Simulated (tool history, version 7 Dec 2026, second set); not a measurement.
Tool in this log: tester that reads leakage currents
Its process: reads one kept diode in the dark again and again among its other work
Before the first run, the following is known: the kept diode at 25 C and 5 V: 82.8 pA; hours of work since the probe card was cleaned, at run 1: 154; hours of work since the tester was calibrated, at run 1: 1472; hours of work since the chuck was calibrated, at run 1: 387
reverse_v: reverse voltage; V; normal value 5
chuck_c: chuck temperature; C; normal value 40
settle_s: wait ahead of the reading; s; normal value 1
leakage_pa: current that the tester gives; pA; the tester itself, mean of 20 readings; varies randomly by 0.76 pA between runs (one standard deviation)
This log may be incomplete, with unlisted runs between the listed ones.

| run | day | reverse_v | chuck_c | settle_s | hours of work since the probe card was cleaned | hours of work since the tester was calibrated | hours of work since the chuck was calibrated | leakage_pa |
|---|---|---|---|---|---|---|---|---|
| 1 | 0 | 5 | 40 | 1 | 154 | 1472 | 387 | 235.88 |
| 2 | 3.025 | 5 | 40 | 1 | 202 | 1520 | 434 | 233.08 |
| 3 | 5.412 | 5 | 40 | 1 | 239 | 1557 | 472 | 232.31 |
| 4 | 8.867 | 5 | 40 | 1 | 293 | 1611 | 526 | 230.48 |
| 5 | 11 | 5 | 40 | 2.27 | 327 | 1645 | 559 | 228.86 |
| 6 | 12.938 | 5 | 40 | 2.27 | 357 | 1675 | 590 | 229.13 |
| 7 | 15.179 | 5 | 40 | 2.27 | 392 | 1710 | 625 | 225.61 |
| 8 | 18.754 | 5 | 40 | 2.27 | 448 | 1766 | 681 | 225.36 |
|  | 19.004 | chuck's temperature calibrated |
| 9 | 21.546 | 5 | 40 | 2.27 | 491 | 1809 | 40 | 208.25 |
| 10 | 24.575 | 5 | 40 | 2 | 538 | 1856 | 87 | 208.73 |
|  | 26.017 | chuck's temperature calibrated, once more |
| 11 | 26.317 | 5 | 40 | 2 | 564 | 1882 | 5 | 251.34 |
| 12 | 28.112 | 5 | 40 | 2 | 592 | 1910 | 33 | 249.04 |
| 13 | 29.696 | 5 | 40 | 2 | 617 | 1935 | 58 | 248.67 |
| 14 | 31.892 | 5 | 43 | 2 | 651 | 1969 | 92 | 304.75 |
| 15 | 35.446 | 5 | 40 | 1 | 707 | 2025 | 148 | 246.33 |
| 16 | 38.179 | 2.52 | 23 | 3.35 | 750 | 2068 | 190 | 47.02 |
| 17 | 41.133 | 5.91 | 28 | 0.36 | 796 | 2114 | 237 | 116.77 |
| 18 | 43.521 | 1.34 | 34 | 2.65 | 833 | 2151 | 274 | 73.3 |
| 19 | 45.646 | 5 | 32 | 3.17 | 867 | 2185 | 307 | 136.03 |
| 20 | 47.675 | 8.76 | 40 | 0.48 | 899 | 2216 | 339 | 334.77 |
| 21 | 50.621 | 8.76 | 38 | 0.48 | 945 | 2263 | 385 | 289.52 |
| 22 | 53.079 | 15.88 | 27 | 0.41 | 983 | 2301 | 424 | 192.46 |
| 23 | 54.612 | 15.88 | 27 | 0.41 | 1007 | 2325 | 448 | 191.86 |
| 24 | 57.996 | 5 | 43 | 2.21 | 1060 | 2378 | 501 | 287.56 |
| 25 | 59.875 | 5 | 43 | 2.21 | 1090 | 2408 | 530 | 286.14 |
| 26 | 63.254 | 3.97 | 27 | 0.75 | 1143 | 2461 | 583 | 80.2 |
| 27 | 66.283 | 3.37 | 50 | 0.6 | 1190 | 2508 | 631 | 361.81 |
| 28 | 69.058 | 5 | 32 | 8.33 | 1233 | 2551 | 674 | 128.7 |
| 29 | 71.15 | 5 | 58 | 0.78 | 1266 | 2584 | 707 | 748.53 |

For each entry between runs, how does the tool's hidden state at the last listed run before it compare with that at the first listed run after it?
Between runs 8 and 9: chuck's temperature calibrated (day 19.004)
  stray current of the dirty probe card, pA a volt: 0.261 -> 0.285; current scale over the true one, %: -1.1 -> -1.13; true chuck temperature over the reading, C: -1.48 -> -2.53
  measured value less the no-hidden-state value, leakage_pa: -26.25 -> -42.1 pA
Between runs 10 and 11: chuck's temperature calibrated, once more (day 26.017)
  stray current of the dirty probe card, pA a volt: 0.309 -> 0.323; current scale over the true one, %: -1.16 -> -1.18; true chuck temperature over the reading, C: -2.63 -> 0.05
  measured value less the no-hidden-state value, leakage_pa: -43.87 -> -0.51 pA

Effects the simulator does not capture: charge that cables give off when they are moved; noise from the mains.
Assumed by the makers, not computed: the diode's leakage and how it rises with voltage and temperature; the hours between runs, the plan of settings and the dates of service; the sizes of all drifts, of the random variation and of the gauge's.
